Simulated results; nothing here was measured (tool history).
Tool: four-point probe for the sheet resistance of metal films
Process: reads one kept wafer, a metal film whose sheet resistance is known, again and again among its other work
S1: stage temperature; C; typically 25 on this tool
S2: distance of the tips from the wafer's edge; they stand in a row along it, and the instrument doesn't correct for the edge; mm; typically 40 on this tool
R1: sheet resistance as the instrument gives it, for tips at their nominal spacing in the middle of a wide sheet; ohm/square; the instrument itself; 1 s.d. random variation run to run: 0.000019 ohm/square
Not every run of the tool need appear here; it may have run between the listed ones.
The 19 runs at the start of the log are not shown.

run	hour	S1	S2	R1
20	233.8	21	49	0.094941
21	251.2	27	40	0.094936
22	262.4	30	13	0.095066
23	271.9	30	13	0.095044
24	285.7	19	18	0.094951
25	299.8	19	18	0.094963
26	313	19	18	0.094972
27	329.5	19	18	0.094948
28	340.6	33	7	0.095313
29	352.1	33	7	0.095342
30	365	33	7	0.095329
31	380.6	33	40	0.094917
32	397.2	23	6	0.095416
33	404.5	23	6	0.095427
34	416.6	23	6	0.095424
35	424.4	25	4	0.096157
36	432.5	32	51	0.094875
37	440.3	22	19	0.094919
38	456.7	22	19	0.094931

5 options for the next run, each taken on its own from the tool as it stands now. Forecast them:
A	474.1	27	53	?
B	474.1	27	41	?
C	474.1	25	7	?
D	474.1	25	63	?
E	474.1	26	20	?

run	R1
A	0.0948
B	0.094863
C	0.095273
D	0.09489
E	0.094901
Without the tool's unlogged condition, the same runs would have read:
run	R1
A	0.094667
B	0.09473
C	0.095139
D	0.094757
E	0.094768
